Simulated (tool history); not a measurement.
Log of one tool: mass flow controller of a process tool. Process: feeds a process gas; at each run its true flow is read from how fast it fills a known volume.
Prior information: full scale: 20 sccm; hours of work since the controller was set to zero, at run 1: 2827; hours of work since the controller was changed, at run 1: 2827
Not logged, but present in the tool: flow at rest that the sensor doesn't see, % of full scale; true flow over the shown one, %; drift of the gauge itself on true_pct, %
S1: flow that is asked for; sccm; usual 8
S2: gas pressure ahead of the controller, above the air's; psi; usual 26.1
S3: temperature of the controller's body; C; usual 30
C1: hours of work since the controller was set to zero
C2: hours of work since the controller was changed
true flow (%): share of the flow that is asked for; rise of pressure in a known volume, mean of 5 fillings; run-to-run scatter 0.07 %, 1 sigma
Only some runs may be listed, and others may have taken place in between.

Run 1, hour 0: usual settings; C1 2827; C2 2827. Result: true flow (%) 98.38.
Run 2, hour 397.5: usual settings; C1 3128; C2 3128. Result: true flow (%) 98.11.
Run 3, hour 598.7: usual settings; C1 3281; C2 3281. Result: true flow (%) 98.08.
Run 4, hour 931.9: usual settings; C1 3533; C2 3533. Result: true flow (%) 98.09.
Run 5, hour 1199.1: usual settings; C1 3735; C2 3735. Result: true flow (%) 98.06.
Run 6, hour 1399.8: usual settings; C1 3887; C2 3887. Result: true flow (%) 97.92.
Run 7, hour 1656.3: usual settings but S3 22 C; C1 4081; C2 4081. Result: true flow (%) 98.34.
Run 8, hour 2051: usual settings but S1 3 sccm, S3 22 C; C1 4380; C2 4380. Result: true flow (%) 100.71.
Run 9, hour 2327.9: usual settings but S1 3 sccm, S3 22 C; C1 4590; C2 4590. Result: true flow (%) 100.7.
Run 10, hour 2608.7: usual settings; C1 4803; C2 4803. Result: true flow (%) 97.81.
At hour 3016: controller's zero set anew.
Run 11, hour 3019.7: usual settings but S2 23.2 psi; C1 3; C2 5113. Result: true flow (%) 98.64.
Run 12, hour 3335.8: usual settings; C1 242; C2 5353. Result: true flow (%) 98.53.
Run 13, hour 3620.9: usual settings; C1 458; C2 5569. Result: true flow (%) 98.5.
Run 14, hour 3952.2: usual settings; C1 709; C2 5819. Result: true flow (%) 98.52.
At hour 4019.8: controller's zero set anew, once more.
Run 15, hour 4186.9: usual settings; C1 127; C2 5997. Result: true flow (%) 95.17.
Run 16, hour 4467.4: usual settings; C1 339; C2 6209. Result: true flow (%) 95.2.
Run 17, hour 4845.9: usual settings but S2 22.6 psi; C1 626; C2 6496. Result: true flow (%) 94.91.
Run 18, hour 5256.6: usual settings but S2 22.6 psi; C1 936; C2 6807. Result: true flow (%) 94.95.
Run 19, hour 5482.5: usual settings; C1 1108; C2 6978. Result: true flow (%) 94.9.
Run 20, hour 5651.7: usual settings; C1 1236; C2 7106. Result: true flow (%) 94.91.
Run 21, hour 6049.2: usual settings but S1 4 sccm; C1 1537; C2 7407. Result: true flow (%) 95.24.
At hour 6231.2: controller exchanged for a calibrated one.
Run 22, hour 6231.2: usual settings; C1 0; C2 0. Result: true flow (%) 99.19.
Run 23, hour 6433.4: usual settings; C1 153; C2 153. Result: true flow (%) 99.11.
Run 24, hour 6820.7: usual settings; C1 446; C2 446. Result: true flow (%) 99.05.
Run 25, hour 7050.2: usual settings; C1 620; C2 620. Result: true flow (%) 98.96.
Run 26, hour 7339.8: usual settings but S2 28.4 psi, S3 32 C; C1 839; C2 839. Result: true flow (%) 98.9.
Run 27, hour 7552.2: usual settings but S1 5 sccm; C1 1000; C2 1000. Result: true flow (%) 98.91.
Run 28, hour 7912.1: usual settings but S1 9 sccm, S2 22.6 psi; C1 1273; C2 1273. Result: true flow (%) 98.65.
Run 29, hour 8239.7: usual settings but S1 10 sccm, S2 28.9 psi, S3 37 C; C1 1521; C2 1521. Result: true flow (%) 98.72.
Run 30, hour 8494.1: usual settings but S1 3 sccm, S2 23.2 psi, S3 25 C; C1 1713; C2 1713. Result: true flow (%) 99.59.
Run 31, hour 8694.8: usual settings but S1 2 sccm, S3 29 C; C1 1865; C2 1865. Result: true flow (%) 100.39.
Run 32, hour 9077.2: usual settings but S1 7 sccm, S3 26 C; C1 2155; C2 2155. Result: true flow (%) 98.84.
Run 33, hour 9318: usual settings but S1 4 sccm, S2 32.5 psi, S3 26 C; C1 2337; C2 2337. Result: true flow (%) 99.65.
Run 34, hour 9717.2: usual settings but S1 4 sccm, S2 20.6 psi, S3 26 C; C1 2640; C2 2640. Result: true flow (%) 99.23.
Run 35, hour 10053.1: usual settings but S1 15 sccm, S2 20.6 psi, S3 20 C; C1 2894; C2 2894. Result: true flow (%) 98.47.
Run 36, hour 10414.5: usual settings but S2 22.6 psi, S3 25 C; C1 3167; C2 3167. Result: true flow (%) 98.42.
Run 37, hour 10723.9: usual settings but S1 14 sccm, S2 39.2 psi, S3 20 C; C1 3402; C2 3402. Result: true flow (%) 98.89.
Run 38, hour 10994: usual settings but S1 10 sccm, S2 21.9 psi, S3 39 C; C1 3606; C2 3606. Result: true flow (%) 97.47.
Run 39, hour 11278: usual settings but S1 15 sccm, S2 27 psi, S3 29 C; C1 3821; C2 3821. Result: true flow (%) 97.96.
Run 40, hour 11462.6: usual settings but S2 30.6 psi, S3 23 C; C1 3961; C2 3961. Result: true flow (%) 98.49.
Run 41, hour 11665.8: usual settings but S1 2 sccm, S2 22.6 psi, S3 33 C; C1 4115; C2 4115. Result: true flow (%) 102.08.
Run 42, hour 11997: usual settings but S1 2 sccm, S2 29.6 psi, S3 35 C; C1 4366; C2 4366. Result: true flow (%) 102.39.
Run 43, hour 12233.6: usual settings but S1 11 sccm, S2 21.3 psi; C1 4545; C2 4545. Result: true flow (%) 97.47.
Run 44, hour 12577.2: usual settings but S1 12 sccm, S2 26.7 psi, S3 25 C; C1 4805; C2 4805. Result: true flow (%) 97.77.
Run 45, hour 12947.1: usual settings but S2 29.9 psi, S3 24 C; C1 5085; C2 5085. Result: true flow (%) 98.19.
At hour 12987.7: controller's zero set anew.
Run 46, hour 13314.7: usual settings but S2 29.9 psi, S3 24 C; C1 248; C2 5363. Result: true flow (%) 96.22.
Run 47, hour 13575.7: usual settings but S2 29.9 psi, S3 24 C; C1 445; C2 5561. Result: true flow (%) 96.15.
Run 48, hour 13975.8: usual settings but S2 29.9 psi, S3 24 C; C1 748; C2 5864. Result: true flow (%) 96.24.

Branching from run 48: 4 alternative next runs. What would each branch give?
Run A, hour 14319: usual settings but S2 27 psi, S3 24 C; C1 1008; C2 6123. Result: true flow (%) ?.
Run B, hour 14319: usual settings but S1 5 sccm, S2 29.9 psi, S3 24 C; C1 1008; C2 6123. Result: true flow (%) ?.
Run C, hour 14319: usual settings but S2 29.9 psi, S3 27 C; C1 1008; C2 6123. Result: true flow (%) ?.
Run D, hour 14319: usual settings but S1 7 sccm, S2 33.8 psi, S3 24 C; C1 1008; C2 6123. Result: true flow (%) ?.

run  true flow (%)
  A          95.97
  B          96.11
  C          95.92
  D          96.13
What these runs would have given with no unlogged condition in the tool:
run  true flow (%)
  A          99.34
  B          99.24
  C          99.29
  D          99.44

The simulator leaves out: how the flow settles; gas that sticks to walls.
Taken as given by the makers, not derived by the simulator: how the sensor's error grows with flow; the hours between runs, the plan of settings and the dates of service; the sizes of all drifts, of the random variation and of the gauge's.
